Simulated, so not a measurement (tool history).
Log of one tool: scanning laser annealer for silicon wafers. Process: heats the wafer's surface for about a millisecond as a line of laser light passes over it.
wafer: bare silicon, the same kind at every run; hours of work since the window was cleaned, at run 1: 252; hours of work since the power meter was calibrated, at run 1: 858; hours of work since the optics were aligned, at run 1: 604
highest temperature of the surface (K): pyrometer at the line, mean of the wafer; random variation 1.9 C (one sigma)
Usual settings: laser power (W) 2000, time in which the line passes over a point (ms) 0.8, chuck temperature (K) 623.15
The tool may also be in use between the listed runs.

run	day	laser power (W)	time in which the line passes over a point (ms)	chuck temperature (K)	hours of work since the window was cleaned	hours of work since the power meter was calibrated	hours of work since the optics were aligned	highest temperature of the surface (K)
1	0	2000	0.8	623.15	252	858	604	1369.15
2	1.612	2000	0.8	623.15	279	884	630	1366.15
3	3.108	2000	0.8	592.15	304	909	655	1336.15
4	4.004	1824	0.8	623.15	318	924	669	1290.15
5	5.054	1824	0.8	623.15	336	941	687	1290.15
6	6.217	1975	0.8	623.15	355	960	706	1355.15
7	7.067	1843	0.8	623.15	369	974	720	1299.15
8	8.767	2000	0.8	623.15	397	1002	748	1366.15
9	9.996	2000	0.8	623.15	417	1022	768	1360.15
10	11.692	2000	0.8	623.15	445	1050	796	1360.15
11	12.733	2000	0.599	623.15	462	1067	813	1255.15
12	14.125	2000	0.8	623.15	485	1090	836	1360.15
13	15.388	2000	0.8	623.15	506	1111	857	1359.15
14	17.088	1740	0.773	593.15	534	1139	885	1208.15
15	17.962	1740	0.724	633.15	548	1153	899	1228.15
16	19.375	2055	0.608	623.15	571	1177	922	1278.15
17	20.912	1769	0.922	612.15	597	1202	948	1294.15
18	22.2	1769	0.922	612.15	618	1223	969	1294.15
19	22.912	1716	0.8	623.15	630	1235	981	1232.15
20	24.292	1871	0.628	607.15	652	1258	1003	1202.15
21	25.717	2070	0.701	641.15	676	1281	1027	1348.15
22	27.317	2000	0.961	623.15	702	1307	1053	1424.15
23	28.633	2000	0.961	593.15	724	1329	1075	1387.15
24	30.042	1713	0.961	593.15	747	1352	1098	1256.15

Measured less the same run without the tool's hidden state. The same run-to-run variation is in both; the gauge's scatter may not be:
The hidden state here: light that passes the window, % of a clean one's; laser's true power over the reading, %; width of the line over the set one, %; drift of the gauge itself on peak_c, C.
run	highest temperature of the surface (K)
1	-16
2	-16
3	-18
4	-17
5	-18
6	-20
7	-19
8	-22
9	-23
10	-24
11	-21
12	-26
13	-27
14	-23
15	-23
16	-27
17	-28
18	-29
19	-27
20	-27
21	-34
22	-40
23	-41
24	-34

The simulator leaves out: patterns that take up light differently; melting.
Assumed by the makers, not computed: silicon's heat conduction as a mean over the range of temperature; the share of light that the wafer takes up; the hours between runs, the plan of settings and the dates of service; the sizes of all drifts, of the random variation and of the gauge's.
